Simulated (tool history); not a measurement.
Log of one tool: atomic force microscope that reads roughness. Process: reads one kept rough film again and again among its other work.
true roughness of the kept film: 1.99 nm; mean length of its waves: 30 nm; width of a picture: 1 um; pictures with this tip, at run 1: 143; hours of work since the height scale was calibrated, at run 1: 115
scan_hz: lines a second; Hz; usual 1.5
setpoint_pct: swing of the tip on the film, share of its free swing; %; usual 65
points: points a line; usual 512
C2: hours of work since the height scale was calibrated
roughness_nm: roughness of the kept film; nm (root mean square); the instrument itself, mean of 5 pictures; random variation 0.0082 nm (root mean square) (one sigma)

{"run": 1, "hour": 0.0, "scan_hz": 1.5, "setpoint_pct": 65, "points": 512, "pictures with this tip": 143, "C2": 115, "roughness_nm": 1.797}
{"run": 2, "hour": 19.9, "scan_hz": 1.5, "setpoint_pct": 65, "points": 512, "pictures with this tip": 164, "C2": 125, "roughness_nm": 1.776}
{"run": 3, "hour": 39.9, "scan_hz": 2.21, "setpoint_pct": 65, "points": 512, "pictures with this tip": 185, "C2": 136, "roughness_nm": 1.754}
{"run": 4, "hour": 53.6, "scan_hz": 2.21, "setpoint_pct": 65, "points": 512, "pictures with this tip": 199, "C2": 143, "roughness_nm": 1.759}
{"run": 5, "hour": 73.1, "scan_hz": 0.51, "setpoint_pct": 65, "points": 512, "pictures with this tip": 220, "C2": 153, "roughness_nm": 1.86}
{"run": 6, "hour": 84.3, "scan_hz": 0.51, "setpoint_pct": 65, "points": 512, "pictures with this tip": 231, "C2": 159, "roughness_nm": 1.857}
{"hour": 90.9, "done": "new tip fitted"}
{"run": 7, "hour": 96.1, "scan_hz": 1.95, "setpoint_pct": 74, "points": 916, "pictures with this tip": 5, "C2": 165, "roughness_nm": 1.686}

Forecast run 8:
{"run": 8, "hour": 115.0, "scan_hz": 1.18, "setpoint_pct": 71, "points": 593, "pictures with this tip": 25, "C2": 175, "roughness_nm": "?"}

{"run 8": {"roughness_nm": 1.795}}
Without the tool's hidden state the same run would have given roughness_nm 1.796 nm (root mean square).
